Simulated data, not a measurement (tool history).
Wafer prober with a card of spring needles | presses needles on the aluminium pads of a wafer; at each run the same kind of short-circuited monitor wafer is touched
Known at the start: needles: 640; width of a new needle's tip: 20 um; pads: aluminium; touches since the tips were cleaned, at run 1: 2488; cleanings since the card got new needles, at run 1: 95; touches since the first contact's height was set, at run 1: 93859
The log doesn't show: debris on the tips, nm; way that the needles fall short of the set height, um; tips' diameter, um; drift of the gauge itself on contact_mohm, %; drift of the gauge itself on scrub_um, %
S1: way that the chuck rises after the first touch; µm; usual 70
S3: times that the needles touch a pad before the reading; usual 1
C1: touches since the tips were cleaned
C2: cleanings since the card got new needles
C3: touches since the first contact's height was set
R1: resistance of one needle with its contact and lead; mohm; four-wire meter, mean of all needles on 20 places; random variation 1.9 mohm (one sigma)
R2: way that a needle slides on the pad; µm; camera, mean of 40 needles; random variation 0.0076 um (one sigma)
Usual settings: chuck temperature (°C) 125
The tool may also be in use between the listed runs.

run 1 hour=0.0 | S1=70 chuck_temperature_(°C)=125 S3=1 | C1=2488 C2=95 C3=93859 | R1=223 R2=13.849
-- hour=8.0 tips cleaned on abrasive film
-- hour=18.6 tips cleaned on abrasive film
-- hour=31.9 tips cleaned on abrasive film
-- hour=42.5 tips cleaned on abrasive film
-- hour=53.1 tips cleaned on abrasive film
run 2 hour=56.1 | S1=70 chuck_temperature_(°C)=125 S3=1 | C1=2092 C2=100 C3=132497 | R1=216 R2=13.799
-- hour=64.1 tips cleaned on abrasive film
-- hour=72.3 height of the first contact set anew
-- hour=77.6 tips cleaned on abrasive film
-- hour=90.9 tips cleaned on abrasive film
-- hour=102.8 tips cleaned on abrasive film
run 3 hour=102.8 | S1=70 chuck_temperature_(°C)=125 S3=1 | C1=0 C2=104 C3=20974 | R1=204 R2=13.924
-- hour=116.0 tips cleaned on abrasive film
-- hour=129.3 tips cleaned on abrasive film
run 4 hour=138.5 | S1=70 chuck_temperature_(°C)=125 S3=1 | C1=6427 C2=106 C3=45674 | R1=231 R2=13.910
-- hour=141.3 tips cleaned on abrasive film
-- hour=154.5 tips cleaned on abrasive film
-- hour=165.1 tips cleaned on abrasive film
-- hour=175.7 tips cleaned on abrasive film
run 5 hour=179.4 | S1=70 chuck_temperature_(°C)=125 S3=1 | C1=2522 C2=110 C3=73781 | R1=221 R2=13.861
-- hour=187.4 tips cleaned on abrasive film
-- hour=200.6 tips cleaned on abrasive film
-- hour=211.2 tips cleaned on abrasive film
-- hour=224.5 tips cleaned on abrasive film
-- hour=235.1 tips cleaned on abrasive film
-- hour=245.7 tips cleaned on abrasive film
-- hour=257.7 tips cleaned on abrasive film
run 6 hour=257.7 | S1=70 chuck_temperature_(°C)=125 S3=1 | C1=0 C2=117 C3=127698 | R1=200 R2=13.806
-- hour=268.3 tips cleaned on abrasive film
-- hour=281.5 tips cleaned on abrasive film
-- hour=281.8 height of the first contact set anew
-- hour=292.5 tips cleaned on abrasive film
run 7 hour=302.4 | S1=70 chuck_temperature_(°C)=47 S3=1 | C1=6907 C2=120 C3=14217 | R1=218 R2=13.928
-- hour=305.1 tips cleaned on abrasive film
-- hour=315.8 tips cleaned on abrasive film
-- hour=326.4 tips cleaned on abrasive film
-- hour=339.6 tips cleaned on abrasive film
-- hour=350.2 tips cleaned on abrasive film
-- hour=363.5 tips cleaned on abrasive film
-- hour=374.1 tips cleaned on abrasive film
run 8 hour=381.1 | S1=70 chuck_temperature_(°C)=47 S3=1 | C1=4873 C2=127 C3=68430 | R1=218 R2=13.874
-- hour=386.5 tips cleaned on abrasive film
-- hour=399.7 tips cleaned on abrasive film
-- hour=410.4 tips cleaned on abrasive film
-- hour=423.6 tips cleaned on abrasive film
-- hour=434.2 tips cleaned on abrasive film
-- hour=447.5 tips cleaned on abrasive film
run 9 hour=453.2 | S1=70 chuck_temperature_(°C)=47 S3=1 | C1=3994 C2=133 C3=118110 | R1=214 R2=13.820
-- hour=458.6 tips cleaned on abrasive film
-- hour=469.2 tips cleaned on abrasive film
-- hour=479.8 tips cleaned on abrasive film
-- hour=490.7 height of the first contact set anew
-- hour=493.4 tips cleaned on abrasive film
-- hour=504.2 tips cleaned on abrasive film
run 10 hour=504.2 | S1=66 chuck_temperature_(°C)=125 S3=1 | C1=0 C2=138 C3=9261 | R1=202 R2=13.133
-- hour=514.8 tips cleaned on abrasive film
-- hour=525.4 tips cleaned on abrasive film
-- hour=538.7 tips cleaned on abrasive film
run 11 hour=547.1 | S1=66 chuck_temperature_(°C)=125 S3=1 | C1=5862 C2=141 C3=38881 | R1=239 R2=13.106
-- hour=549.8 tips cleaned on abrasive film
-- hour=563.1 tips cleaned on abrasive film
-- hour=573.7 tips cleaned on abrasive film
-- hour=584.3 tips cleaned on abrasive film
run 12 hour=589.6 | S1=66 chuck_temperature_(°C)=125 S3=1 | C1=3622 C2=145 C3=68091 | R1=228 R2=13.084
-- hour=597.5 tips cleaned on abrasive film
-- hour=610.8 tips cleaned on abrasive film
-- hour=621.4 tips cleaned on abrasive film
-- hour=634.7 tips cleaned on abrasive film
-- hour=645.3 tips cleaned on abrasive film
run 13 hour=648.4 | S1=66 chuck_temperature_(°C)=125 S3=1 | C1=2192 C2=150 C3=108659 | R1=224 R2=13.031
-- hour=656.4 tips cleaned on abrasive film
-- hour=669.7 tips cleaned on abrasive film
-- hour=680.3 tips cleaned on abrasive film
run 14 hour=690.0 | S1=66 chuck_temperature_(°C)=125 S3=1 | C1=6735 C2=153 C3=137320 | R1=241 R2=13.015
-- hour=692.7 tips cleaned on abrasive film
-- hour=698.3 height of the first contact set anew
-- hour=703.6 tips cleaned on abrasive film
-- hour=714.3 tips cleaned on abrasive film
-- hour=724.9 tips cleaned on abrasive film
-- hour=735.5 tips cleaned on abrasive film
-- hour=747.8 tips cleaned on abrasive film
run 15 hour=747.8 | S1=66 chuck_temperature_(°C)=125 S3=1 | C1=0 C2=159 C3=34071 | R1=203 R2=13.099
-- hour=758.4 tips cleaned on abrasive film
-- hour=771.7 tips cleaned on abrasive film
-- hour=782.3 tips cleaned on abrasive film
-- hour=795.6 tips cleaned on abrasive film
-- hour=806.2 tips cleaned on abrasive film
-- hour=816.8 tips cleaned on abrasive film
run 16 hour=825.7 | S1=69 chuck_temperature_(°C)=115 S3=2 | C1=6159 C2=165 C3=87743 | R1=217 R2=13.649
-- hour=828.4 tips cleaned on abrasive film
-- hour=841.6 tips cleaned on abrasive film
-- hour=852.3 tips cleaned on abrasive film
-- hour=862.9 tips cleaned on abrasive film
run 17 hour=873.4 | S1=69 chuck_temperature_(°C)=115 S3=2 | C1=7276 C2=169 C3=120605 | R1=220 R2=13.608
-- hour=876.1 tips cleaned on abrasive film
-- hour=889.3 tips cleaned on abrasive film
-- hour=900.0 tips cleaned on abrasive film
-- hour=905.5 height of the first contact set anew
run 18 hour=909.0 | S1=66 chuck_temperature_(°C)=115 S3=2 | C1=6074 C2=172 C3=2420 | R1=222 R2=13.141
-- hour=911.7 tips cleaned on abrasive film
-- hour=922.3 tips cleaned on abrasive film
-- hour=935.6 tips cleaned on abrasive film
run 19 hour=944.1 | S1=58 chuck_temperature_(°C)=72 S3=1 | C1=5894 C2=175 C3=26588 | R1=244 R2=11.514
-- hour=946.8 tips cleaned on abrasive film
-- hour=957.4 tips cleaned on abrasive film
-- hour=970.7 tips cleaned on abrasive film
-- hour=983.9 tips cleaned on abrasive film
-- hour=995.9 card fitted with new needles
-- hour=1009.2 tips cleaned on abrasive film
run 20 hour=1010.5 | S1=58 chuck_temperature_(°C)=72 S3=1 | C1=882 C2=1 C3=10018 | R1=205 R2=11.547
-- hour=1021.1 tips cleaned on abrasive film
-- hour=1034.3 tips cleaned on abrasive film
-- hour=1047.6 tips cleaned on abrasive film
-- hour=1060.8 tips cleaned on abrasive film
run 21 hour=1062.9 | S1=58 chuck_temperature_(°C)=72 S3=1 | C1=1464 C2=5 C3=46203 | R1=211 R2=11.503
-- hour=1073.6 tips cleaned on abrasive film
-- hour=1084.2 tips cleaned on abrasive film
-- hour=1097.4 tips cleaned on abrasive film
-- hour=1108.0 tips cleaned on abrasive film
-- hour=1121.3 tips cleaned on abrasive film
-- hour=1134.5 tips cleaned on abrasive film
run 22 hour=1135.9 | S1=54 chuck_temperature_(°C)=86 S3=3 | C1=958 C2=11 C3=96502 | R1=203 R2=10.660
-- hour=1146.5 tips cleaned on abrasive film
-- hour=1157.2 tips cleaned on abrasive film
-- hour=1170.4 tips cleaned on abrasive film
-- hour=1181.0 tips cleaned on abrasive film
run 23 hour=1187.3 | S1=70 chuck_temperature_(°C)=125 S3=2 | C1=4360 C2=15 C3=131929 | R1=212 R2=13.813
-- hour=1192.7 tips cleaned on abrasive film
-- hour=1203.3 tips cleaned on abrasive film
-- hour=1203.6 height of the first contact set anew
-- hour=1214.2 tips cleaned on abrasive film
-- hour=1224.8 tips cleaned on abrasive film
run 24 hour=1232.2 | S1=70 chuck_temperature_(°C)=125 S3=2 | C1=5111 C2=19 C3=19731 | R1=212 R2=13.925
-- hour=1237.5 tips cleaned on abrasive film
-- hour=1248.2 tips cleaned on abrasive film
-- hour=1261.4 tips cleaned on abrasive film
-- hour=1274.7 tips cleaned on abrasive film
-- hour=1285.3 tips cleaned on abrasive film
-- hour=1296.8 tips cleaned on abrasive film
run 25 hour=1296.8 | S1=53 chuck_temperature_(°C)=91 S3=2 | C1=0 C2=25 C3=64211 | R1=199 R2=10.494

Forecast each of these 4 alternatives for the next run:
-- hour=1307.4 tips cleaned on abrasive film
-- hour=1318.0 tips cleaned on abrasive film
-- hour=1331.3 tips cleaned on abrasive film
run A hour=1336.1 | S1=55 chuck_temperature_(°C)=36 S3=2 | C1=3332 C2=28 C3=91300 | R1=? R2=?
-- hour=1307.4 tips cleaned on abrasive film
-- hour=1318.0 tips cleaned on abrasive film
-- hour=1331.3 tips cleaned on abrasive film
run B hour=1336.1 | S1=63 chuck_temperature_(°C)=51 S3=1 | C1=3332 C2=28 C3=91300 | R1=? R2=?
-- hour=1307.4 tips cleaned on abrasive film
-- hour=1318.0 tips cleaned on abrasive film
-- hour=1331.3 tips cleaned on abrasive film
run C hour=1336.1 | S1=89 chuck_temperature_(°C)=30 S3=2 | C1=3332 C2=28 C3=91300 | R1=? R2=?
-- hour=1307.4 tips cleaned on abrasive film
-- hour=1318.0 tips cleaned on abrasive film
-- hour=1331.3 tips cleaned on abrasive film
run D hour=1336.1 | S1=77 chuck_temperature_(°C)=125 S3=2 | C1=3332 C2=28 C3=91300 | R1=? R2=?

run=A R1=212 R2=10.867
run=B R1=215 R2=12.440
run=C R1=184 R2=17.633
run=D R1=207 R2=15.244
Without the tool's hidden state the same runs would have given:
run=A R1=184 R2=10.962
run=B R1=180 R2=12.535
run=C R1=172 R2=17.728
run=D R1=194 R2=15.339

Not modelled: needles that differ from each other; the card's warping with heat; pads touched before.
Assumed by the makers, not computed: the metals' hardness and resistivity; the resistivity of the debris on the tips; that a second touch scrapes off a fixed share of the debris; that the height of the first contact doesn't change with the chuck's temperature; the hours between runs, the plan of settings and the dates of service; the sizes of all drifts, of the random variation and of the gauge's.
